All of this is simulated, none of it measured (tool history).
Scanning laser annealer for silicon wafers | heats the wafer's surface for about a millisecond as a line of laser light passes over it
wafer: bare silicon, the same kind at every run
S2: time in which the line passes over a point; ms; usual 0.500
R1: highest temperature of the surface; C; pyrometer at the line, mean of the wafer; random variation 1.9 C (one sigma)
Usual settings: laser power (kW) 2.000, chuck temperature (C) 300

Run 1, hour 0.0: usual settings. Result: R1 1088 C.
Run 2, hour 13.2: usual settings. Result: R1 1089 C.
Run 3, hour 24.0: usual settings. Result: R1 1087 C.
Run 4, hour 33.2: usual settings. Result: R1 1085 C.
At hour 37.4: laser's power meter calibrated.
Run 5, hour 45.0: usual settings. Result: R1 1083 C.
Run 6, hour 58.4: usual settings. Result: R1 1086 C.
Run 7, hour 64.7: usual settings but laser power (kW) 1.717, S2 0.393 ms, chuck temperature (C) 299. Result: R1 877 C.
Run 8, hour 70.4: usual settings but laser power (kW) 1.717, S2 0.393 ms, chuck temperature (C) 299. Result: R1 874 C.
At hour 76.5: laser's power meter calibrated, once more.
Run 9, hour 79.2: usual settings but laser power (kW) 1.717, S2 0.393 ms, chuck temperature (C) 299. Result: R1 876 C.
Run 10, hour 92.3: usual settings but laser power (kW) 1.717, S2 0.393 ms, chuck temperature (C) 299. Result: R1 877 C.
Run 11, hour 105.2: usual settings but laser power (kW) 1.717, S2 0.393 ms, chuck temperature (C) 299. Result: R1 873 C.

4 ways to go on from here, each from the tool as it stands after run 11. What would each give?
Run A, hour 115.1: usual settings but laser power (kW) 2.031, S2 0.370 ms, chuck temperature (C) 278. Result: R1 ?.
Run B, hour 115.1: usual settings but chuck temperature (C) 280. Result: R1 ?.
Run C, hour 115.1: usual settings but S2 0.429 ms, chuck temperature (C) 305. Result: R1 ?.
Run D, hour 115.1: usual settings but laser power (kW) 1.812, S2 0.393 ms, chuck temperature (C) 302. Result: R1 ?.

run    R1
  A   974
  B  1062
  C  1033
  D   919
Without the tool's hidden state the same runs would have given:
run    R1
  A   997
  B  1088
  C  1057
  D   939

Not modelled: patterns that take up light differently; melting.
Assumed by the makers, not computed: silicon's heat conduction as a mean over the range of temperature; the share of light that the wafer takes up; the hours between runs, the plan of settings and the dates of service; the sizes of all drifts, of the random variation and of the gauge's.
